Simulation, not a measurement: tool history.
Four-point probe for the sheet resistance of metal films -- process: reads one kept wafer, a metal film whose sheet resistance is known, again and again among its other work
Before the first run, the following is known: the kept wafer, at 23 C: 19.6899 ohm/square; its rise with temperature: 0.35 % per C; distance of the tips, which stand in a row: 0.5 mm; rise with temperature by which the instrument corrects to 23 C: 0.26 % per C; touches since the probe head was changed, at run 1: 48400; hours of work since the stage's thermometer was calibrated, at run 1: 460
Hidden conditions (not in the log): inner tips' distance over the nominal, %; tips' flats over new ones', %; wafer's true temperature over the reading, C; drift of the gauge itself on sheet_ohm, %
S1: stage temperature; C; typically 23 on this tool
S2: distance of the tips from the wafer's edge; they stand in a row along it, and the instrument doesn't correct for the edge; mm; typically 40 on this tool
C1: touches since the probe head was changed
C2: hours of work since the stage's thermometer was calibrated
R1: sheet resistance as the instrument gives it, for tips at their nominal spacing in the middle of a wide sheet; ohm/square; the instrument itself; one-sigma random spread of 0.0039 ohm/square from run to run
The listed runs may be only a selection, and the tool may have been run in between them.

run,hour,S1,S2,C1,C2,R1
1,0,23,40,48400,460,19.755054
2,11.6,22,40,48972,466,19.737375
3,31,22,40,49924,477,19.74733
4,50.9,22,40,50902,489,19.741674
5,65,29,40,51591,497,19.865634
6,77.3,29,40,52199,504,19.858081
7,90.5,23,40,52848,511,19.761661
8,108.7,23,40,53741,522,19.75187
9,120.9,23,25,54338,528,19.769452
10,137.8,23,25,55168,538,19.764762
11,158.2,23,25,56172,550,19.768976
12,172.4,23,25,56869,558,19.77495
13,185.2,21,46,57497,565,19.732729
14,196.4,20,9,58049,571,19.74576
15,211.7,23,5,58801,580,19.86801
16,228.2,23,5,59611,590,19.8791
17,238.5,30,26,60113,595,19.889011
18,247.4,30,26,60553,600,19.885552
19,262.4,33,48,61289,609,19.936892

What if the next run were any one of these 4? Each begins from the tool's condition after run 19:
A,280.3,26,40,62169,619,?
B,280.3,19,43,62169,619,?
C,280.3,23,8,62169,619,?
D,280.3,30,64,62169,619,?

run,R1
A,19.82176
B,19.707454
C,19.808948
D,19.890993
With no hidden state in the tool, these same runs would have given:
run,R1
A,19.739168
B,19.625104
C,19.726321
D,19.808243
